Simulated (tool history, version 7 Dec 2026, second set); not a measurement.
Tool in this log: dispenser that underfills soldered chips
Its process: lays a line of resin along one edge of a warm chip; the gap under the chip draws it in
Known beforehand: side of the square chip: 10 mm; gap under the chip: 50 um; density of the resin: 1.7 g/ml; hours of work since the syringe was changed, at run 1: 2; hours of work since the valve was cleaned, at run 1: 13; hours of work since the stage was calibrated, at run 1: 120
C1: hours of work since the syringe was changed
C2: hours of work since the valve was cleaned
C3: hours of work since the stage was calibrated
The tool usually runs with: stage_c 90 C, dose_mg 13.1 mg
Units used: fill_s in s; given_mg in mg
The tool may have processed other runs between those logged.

{"run": 1, "hour": 0.0, "stage_c": 90, "dose_mg": 13.1, "C1": 2, "C2": 13, "C3": 120, "fill_s": 81.1, "given_mg": 12.89}
{"hour": 10.4, "done": "new syringe of resin"}
{"run": 2, "hour": 15.4, "stage_c": 90, "dose_mg": 13.1, "C1": 3, "C2": 23, "C3": 130, "fill_s": 90.3, "given_mg": 12.91}
{"hour": 24.9, "done": "new syringe of resin"}
{"run": 3, "hour": 27.5, "stage_c": 90, "dose_mg": 13.1, "C1": 2, "C2": 30, "C3": 138, "fill_s": 81.2, "given_mg": 12.88}
{"hour": 38.6, "done": "new syringe of resin"}
{"run": 4, "hour": 43.7, "stage_c": 90, "dose_mg": 13.1, "C1": 3, "C2": 41, "C3": 148, "fill_s": 90.4, "given_mg": 12.58}
{"hour": 52.3, "done": "new syringe of resin"}
{"run": 5, "hour": 59.9, "stage_c": 77, "dose_mg": 13.1, "C1": 5, "C2": 51, "C3": 159, "fill_s": 191.5, "given_mg": 12.44}
{"hour": 65.7, "done": "new syringe of resin"}
{"run": 6, "hour": 69.5, "stage_c": 81, "dose_mg": 13.1, "C1": 3, "C2": 58, "C3": 165, "fill_s": 126.2, "given_mg": 12.57}
{"run": 7, "hour": 76.2, "stage_c": 81, "dose_mg": 13.1, "C1": 7, "C2": 62, "C3": 169, "fill_s": 166.0, "given_mg": 12.67}
{"hour": 79.4, "done": "new syringe of resin"}
{"run": 8, "hour": 85.6, "stage_c": 81, "dose_mg": 13.1, "C1": 4, "C2": 68, "C3": 175, "fill_s": 145.9, "given_mg": 12.52}
{"hour": 93.8, "done": "new syringe of resin"}
{"run": 9, "hour": 94.8, "stage_c": 81, "dose_mg": 13.1, "C1": 1, "C2": 74, "C3": 181, "fill_s": 117.9, "given_mg": 12.44}
{"run": 10, "hour": 102.9, "stage_c": 81, "dose_mg": 13.1, "C1": 6, "C2": 79, "C3": 187, "fill_s": 158.6, "given_mg": 12.41}
{"hour": 108.3, "done": "new syringe of resin"}
{"run": 11, "hour": 113.2, "stage_c": 81, "dose_mg": 13.1, "C1": 3, "C2": 86, "C3": 193, "fill_s": 138.9, "given_mg": 12.2}
{"hour": 121.9, "done": "new syringe of resin"}
{"run": 12, "hour": 128.4, "stage_c": 78, "dose_mg": 13.1, "C1": 4, "C2": 96, "C3": 203, "fill_s": 167.7, "given_mg": 12.25}
{"hour": 135.4, "done": "new syringe of resin"}
{"run": 13, "hour": 142.5, "stage_c": 78, "dose_mg": 13.1, "C1": 5, "C2": 105, "C3": 212, "fill_s": 172.5, "given_mg": 12.28}
{"hour": 148.8, "done": "new syringe of resin"}
{"run": 14, "hour": 150.4, "stage_c": 81, "dose_mg": 13.5, "C1": 1, "C2": 110, "C3": 217, "fill_s": 124.3, "given_mg": 12.5}
{"hour": 162.2, "done": "new syringe of resin"}
{"run": 15, "hour": 162.2, "stage_c": 81, "dose_mg": 13.5, "C1": 0, "C2": 117, "C3": 225, "fill_s": 117.2, "given_mg": 12.41}
{"hour": 164.2, "done": "dispensing valve cleaned and set on the balance"}
{"run": 16, "hour": 171.3, "stage_c": 77, "dose_mg": 12.9, "C1": 5, "C2": 5, "C3": 230, "fill_s": 189.6, "given_mg": 12.79}
{"hour": 177.1, "done": "new syringe of resin"}
{"run": 17, "hour": 181.3, "stage_c": 77, "dose_mg": 12.9, "C1": 3, "C2": 11, "C3": 237, "fill_s": 166.7, "given_mg": 12.87}
{"hour": 191.5, "done": "new syringe of resin"}
{"run": 18, "hour": 196.0, "stage_c": 86, "dose_mg": 14.6, "C1": 3, "C2": 21, "C3": 246, "fill_s": 106.6, "given_mg": 14.51}
{"hour": 204.9, "done": "new syringe of resin"}
{"run": 19, "hour": 208.2, "stage_c": 99, "dose_mg": 11.3, "C1": 2, "C2": 28, "C3": 254, "fill_s": 59.6, "given_mg": 11.02}
{"hour": 219.4, "done": "new syringe of resin"}
{"run": 20, "hour": 220.0, "stage_c": 99, "dose_mg": 11.3, "C1": 0, "C2": 36, "C3": 261, "fill_s": 54.9, "given_mg": 11.02}
{"run": 21, "hour": 228.9, "stage_c": 99, "dose_mg": 11.3, "C1": 6, "C2": 42, "C3": 267, "fill_s": 74.6, "given_mg": 10.94}
{"hour": 233.8, "done": "new syringe of resin"}
{"run": 22, "hour": 238.5, "stage_c": 98, "dose_mg": 15.3, "C1": 3, "C2": 48, "C3": 274, "fill_s": 63.9, "given_mg": 14.84}
{"run": 23, "hour": 245.8, "stage_c": 75, "dose_mg": 14.6, "C1": 8, "C2": 53, "C3": 278, "fill_s": 244.1, "given_mg": 14.11}
{"hour": 247.5, "done": "new syringe of resin"}
{"run": 24, "hour": 257.5, "stage_c": 100, "dose_mg": 13.1, "C1": 7, "C2": 60, "C3": 286, "fill_s": 71.3, "given_mg": 12.69}

3 options for the next run, each taken on its own from the tool as it stands now. Forecast them:
{"hour": 261.3, "done": "new syringe of resin"}
{"run": "A", "hour": 273.3, "stage_c": 96, "dose_mg": 13.1, "C1": 8, "C2": 71, "C3": 296, "fill_s": "?", "given_mg": "?"}
{"hour": 261.3, "done": "new syringe of resin"}
{"run": "B", "hour": 273.3, "stage_c": 100, "dose_mg": 14.5, "C1": 8, "C2": 71, "C3": 296, "fill_s": "?", "given_mg": "?"}
{"hour": 261.3, "done": "new syringe of resin"}
{"run": "C", "hour": 273.3, "stage_c": 83, "dose_mg": 14.8, "C1": 8, "C2": 71, "C3": 296, "fill_s": "?", "given_mg": "?"}

run=A fill_s=89.9 given_mg=12.45
run=B fill_s=73.7 given_mg=13.89
run=C fill_s=161.8 given_mg=14.05
Stripped of hidden state, with their random variation kept, the same runs would have yielded:
run=A fill_s=55.8 given_mg=13.05
run=B fill_s=46.1 given_mg=14.56
run=C fill_s=100.8 given_mg=14.73
